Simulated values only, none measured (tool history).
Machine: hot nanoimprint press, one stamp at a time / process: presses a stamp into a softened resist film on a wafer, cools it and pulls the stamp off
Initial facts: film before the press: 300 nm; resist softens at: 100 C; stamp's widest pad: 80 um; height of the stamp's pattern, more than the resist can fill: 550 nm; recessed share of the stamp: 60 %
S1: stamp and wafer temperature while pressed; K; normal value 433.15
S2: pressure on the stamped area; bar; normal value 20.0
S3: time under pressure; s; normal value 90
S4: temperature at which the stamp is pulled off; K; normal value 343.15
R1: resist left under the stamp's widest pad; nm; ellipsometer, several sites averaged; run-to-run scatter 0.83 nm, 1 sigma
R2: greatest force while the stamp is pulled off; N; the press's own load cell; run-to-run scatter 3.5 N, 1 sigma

{"run": 1, "day": 0.0, "S1": 433.15, "S2": 20.0, "S3": 90, "S4": 343.15, "R1": 170.1, "R2": 192}
{"run": 2, "day": 0.804, "S1": 433.15, "S2": 20.0, "S3": 90, "S4": 346.15, "R1": 171.8, "R2": 182}
{"run": 3, "day": 1.242, "S1": 433.15, "S2": 20.0, "S3": 90, "S4": 346.15, "R1": 169.4, "R2": 181}
{"run": 4, "day": 1.696, "S1": 433.15, "S2": 20.0, "S3": 90, "S4": 343.15, "R1": 171.9, "R2": 195}
{"run": 5, "day": 2.638, "S1": 437.15, "S2": 20.0, "S3": 90, "S4": 343.15, "R1": 135.0, "R2": 190}
{"run": 6, "day": 3.521, "S1": 424.15, "S2": 20.0, "S3": 90, "S4": 343.15, "R1": 256.2, "R2": 184}
{"run": 7, "day": 4.221, "S1": 433.15, "S2": 20.0, "S3": 90, "S4": 343.15, "R1": 172.3, "R2": 189}
{"run": 8, "day": 4.862, "S1": 433.15, "S2": 20.0, "S3": 72, "S4": 343.15, "R1": 185.3, "R2": 188}
{"day": 5.321, "done": "plate thermocouple calibrated"}
{"run": 9, "day": 5.888, "S1": 433.15, "S2": 20.0, "S3": 72, "S4": 343.15, "R1": 186.3, "R2": 197}
{"run": 10, "day": 6.629, "S1": 433.15, "S2": 20.0, "S3": 72, "S4": 343.15, "R1": 186.3, "R2": 189}
{"run": 11, "day": 7.296, "S1": 433.15, "S2": 20.0, "S3": 72, "S4": 328.15, "R1": 187.5, "R2": 235}
{"run": 12, "day": 8.317, "S1": 433.15, "S2": 28.6, "S3": 90, "S4": 343.15, "R1": 152.0, "R2": 191}
{"run": 13, "day": 9.108, "S1": 433.15, "S2": 20.0, "S3": 90, "S4": 341.15, "R1": 177.6, "R2": 191}
{"day": 9.258, "done": "gauge calibrated"}
{"run": 14, "day": 9.962, "S1": 433.15, "S2": 20.0, "S3": 93, "S4": 343.15, "R1": 169.0, "R2": 181}
{"run": 15, "day": 10.65, "S1": 428.15, "S2": 17.3, "S3": 90, "S4": 343.15, "R1": 228.3, "R2": 191}
{"day": 10.988, "done": "stamp cleaned and given a new release coat"}
{"run": 16, "day": 11.762, "S1": 428.15, "S2": 17.3, "S3": 90, "S4": 343.15, "R1": 226.9, "R2": 189}
{"run": 17, "day": 12.692, "S1": 433.15, "S2": 14.6, "S3": 90, "S4": 343.15, "R1": 192.2, "R2": 184}
{"run": 18, "day": 13.396, "S1": 433.15, "S2": 14.6, "S3": 90, "S4": 343.15, "R1": 192.9, "R2": 184}
{"run": 19, "day": 13.829, "S1": 426.15, "S2": 31.2, "S3": 90, "S4": 343.15, "R1": 214.8, "R2": 194}
{"run": 20, "day": 14.696, "S1": 426.15, "S2": 31.2, "S3": 90, "S4": 343.15, "R1": 216.8, "R2": 194}
{"run": 21, "day": 15.438, "S1": 432.15, "S2": 31.2, "S3": 90, "S4": 343.15, "R1": 155.4, "R2": 191}
{"run": 22, "day": 16.4, "S1": 423.15, "S2": 31.2, "S3": 90, "S4": 335.15, "R1": 248.8, "R2": 210}
{"run": 23, "day": 16.838, "S1": 440.15, "S2": 29.4, "S3": 52, "S4": 338.15, "R1": 120.6, "R2": 197}

Here are 3 independent what-if runs from the current tool condition. What would each one return?
{"run": "A", "day": 17.733, "S1": 430.15, "S2": 30.8, "S3": 56, "S4": 343.15, "R1": "?", "R2": "?"}
{"run": "B", "day": 17.733, "S1": 440.15, "S2": 17.1, "S3": 64, "S4": 338.15, "R1": "?", "R2": "?"}
{"run": "C", "day": 17.733, "S1": 443.15, "S2": 18.3, "S3": 90, "S4": 343.15, "R1": "?", "R2": "?"}

run=A R1=205.4 R2=187
run=B R1=139.8 R2=202
run=C R1=98.6 R2=192
With no hidden state in the tool, these same runs would have given:
run=A R1=200.0 R2=186
run=B R1=136.2 R2=201
run=C R1=96.0 R2=192

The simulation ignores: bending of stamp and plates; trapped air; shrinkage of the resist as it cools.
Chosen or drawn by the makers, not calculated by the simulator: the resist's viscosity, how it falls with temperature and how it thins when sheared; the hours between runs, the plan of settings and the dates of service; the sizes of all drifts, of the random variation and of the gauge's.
